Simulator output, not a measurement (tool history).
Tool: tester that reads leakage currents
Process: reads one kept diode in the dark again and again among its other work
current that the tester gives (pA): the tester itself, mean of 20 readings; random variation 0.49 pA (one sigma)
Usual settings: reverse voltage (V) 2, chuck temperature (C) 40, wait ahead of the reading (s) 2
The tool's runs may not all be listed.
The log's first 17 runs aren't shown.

run	day	reverse voltage (V)	chuck temperature (C)	wait ahead of the reading (s)	hours of work since the probe card was cleaned	hours of work since the tester was calibrated	hours of work since the chuck was calibrated	current that the tester gives (pA)
18	27.667	10.6	40	1.12	725	1832	249	372.57
19	29.892	3.46	40	2	761	1868	285	214.55
20	31.108	3.46	40	2	780	1887	305	214.14
21	33.217	8.93	40	1.87	814	1921	339	341.27
22	35.333	6.32	32	0.6	849	1956	373	144.24
23	36.962	1.35	40	2	875	1982	400	134.46
24	39.196	16.97	34	2	911	2018	436	280.06
25	40.846	16.97	34	2	938	2045	463	279.86
26	42.454	16.97	34	2	964	2071	489	280.77
27	43.525	11.44	40	2	981	2088	506	386.26
28	45.867	2	28	1.81	1019	2126	544	56.82
29	46.862	14.99	40	0.42	1035	2142	560	445.18
30	49.279	2	40	9.6	1075	2182	599	164.59
# day 50.85: tester calibrated
31	51.375	2	40	9.6	1107	9	632	163.59
32	52.738	2	40	9.6	1129	31	654	163.72
33	54.838	2	40	9.6	1163	65	688	163.48
34	56.588	2.17	59	2	1191	93	716	779.31
35	57.992	1.37	31	2.73	1214	116	739	61.64
36	59.562	1.37	31	2.73	1240	141	764	61.77
37	60.7	2.29	31	4.77	1258	160	783	79.59
38	63.092	4.06	24	4.04	1297	198	821	55.46
39	64.362	2	38	0.48	1317	219	842	138.4
40	65.771	1.51	38	0.48	1340	242	865	120.41

Forecast each of these 3 alternatives for the next run:
A	67.733	1.21	26	7.18	1372	273	897	?
B	67.733	2	40	3.44	1372	273	897	?
C	67.733	6.82	38	0.48	1372	273	897	?

run	current that the tester gives (pA)
A	36.79
B	163.27
C	253.28
Without the tool's hidden state the same runs would have given:
run	current that the tester gives (pA)
A	36.77
B	163.21
C	253.16
